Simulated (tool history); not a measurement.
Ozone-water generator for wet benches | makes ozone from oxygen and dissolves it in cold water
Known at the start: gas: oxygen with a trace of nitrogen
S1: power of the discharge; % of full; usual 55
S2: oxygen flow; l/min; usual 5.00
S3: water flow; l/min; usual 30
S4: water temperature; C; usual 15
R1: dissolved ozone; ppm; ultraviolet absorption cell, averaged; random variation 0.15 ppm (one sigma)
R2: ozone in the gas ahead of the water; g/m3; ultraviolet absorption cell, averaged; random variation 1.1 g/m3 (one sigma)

run 1 hour=0.0 | S1=55 S2=5.00 S3=30 S4=15 | R1=18.7 R2=189.5
run 2 hour=55.0 | S1=91 S2=5.00 S3=30 S4=15 | R1=26.5 R2=272.5
run 3 hour=112.4 | S1=91 S2=5.00 S3=30 S4=15 | R1=26.4 R2=268.6
run 4 hour=151.7 | S1=55 S2=5.00 S3=30 S4=15 | R1=18.6 R2=190.7
run 5 hour=184.3 | S1=55 S2=5.00 S3=30 S4=15 | R1=18.7 R2=191.0
run 6 hour=209.8 | S1=55 S2=5.00 S3=30 S4=15 | R1=18.5 R2=191.0
run 7 hour=265.7 | S1=55 S2=5.00 S3=30 S4=7 | R1=20.1 R2=191.4
run 8 hour=289.1 | S1=55 S2=5.00 S3=30 S4=7 | R1=20.1 R2=188.8
run 9 hour=313.7 | S1=55 S2=5.00 S3=30 S4=15 | R1=18.5 R2=190.5
run 10 hour=362.4 | S1=55 S2=5.00 S3=30 S4=15 | R1=18.5 R2=189.8
run 11 hour=418.8 | S1=55 S2=5.00 S3=30 S4=15 | R1=18.6 R2=191.0
run 12 hour=455.3 | S1=55 S2=5.00 S3=30 S4=15 | R1=18.5 R2=188.9
run 13 hour=482.7 | S1=55 S2=5.00 S3=30 S4=15 | R1=18.6 R2=190.6
run 14 hour=532.4 | S1=55 S2=5.00 S3=30 S4=15 | R1=18.5 R2=192.3
run 15 hour=586.1 | S1=55 S2=5.00 S3=30 S4=15 | R1=18.5 R2=191.5
run 16 hour=619.3 | S1=55 S2=5.00 S3=30 S4=15 | R1=18.7 R2=188.2
run 17 hour=654.0 | S1=55 S2=5.00 S3=30 S4=15 | R1=18.5 R2=187.8
run 18 hour=686.8 | S1=53 S2=4.77 S3=46 S4=8 | R1=12.0 R2=189.5
run 19 hour=732.5 | S1=53 S2=4.77 S3=46 S4=8 | R1=12.3 R2=188.6
run 20 hour=762.2 | S1=53 S2=5.47 S3=43 S4=12 | R1=13.5 R2=177.5
run 21 hour=793.3 | S1=53 S2=5.47 S3=43 S4=12 | R1=13.5 R2=177.0
run 22 hour=849.3 | S1=51 S2=2.67 S3=43 S4=19 | R1=9.4 R2=234.8
run 23 hour=878.3 | S1=51 S2=4.41 S3=43 S4=13 | R1=12.0 R2=190.4
run 24 hour=926.9 | S1=47 S2=2.51 S3=26 S4=13 | R1=15.2 R2=226.3
run 25 hour=955.7 | S1=41 S2=8.34 S3=30 S4=10 | R1=17.8 R2=125.6
run 26 hour=989.6 | S1=41 S2=8.34 S3=30 S4=10 | R1=17.6 R2=125.5
run 27 hour=1021.8 | S1=41 S2=8.34 S3=30 S4=10 | R1=18.0 R2=125.2
run 28 hour=1070.9 | S1=55 S2=2.68 S3=30 S4=15 | R1=15.5 R2=247.4
run 29 hour=1120.5 | S1=55 S2=2.68 S3=30 S4=15 | R1=14.9 R2=247.5
run 30 hour=1149.6 | S1=55 S2=5.00 S3=32 S4=12 | R1=18.2 R2=191.4
run 31 hour=1179.2 | S1=55 S2=5.00 S3=32 S4=12 | R1=17.9 R2=191.0
run 32 hour=1215.0 | S1=55 S2=5.00 S3=32 S4=12 | R1=17.9 R2=190.4
run 33 hour=1240.0 | S1=55 S2=5.00 S3=32 S4=12 | R1=17.9 R2=190.3

Taken out of this log: 1 entry between the listed runs. Where each belongs, and how the hidden state differs across it:
Between runs 22 and 23: contactor cleaned (hour 858.7)
  contactor's efficiency, % of a clean one's: 99.9 -> 100

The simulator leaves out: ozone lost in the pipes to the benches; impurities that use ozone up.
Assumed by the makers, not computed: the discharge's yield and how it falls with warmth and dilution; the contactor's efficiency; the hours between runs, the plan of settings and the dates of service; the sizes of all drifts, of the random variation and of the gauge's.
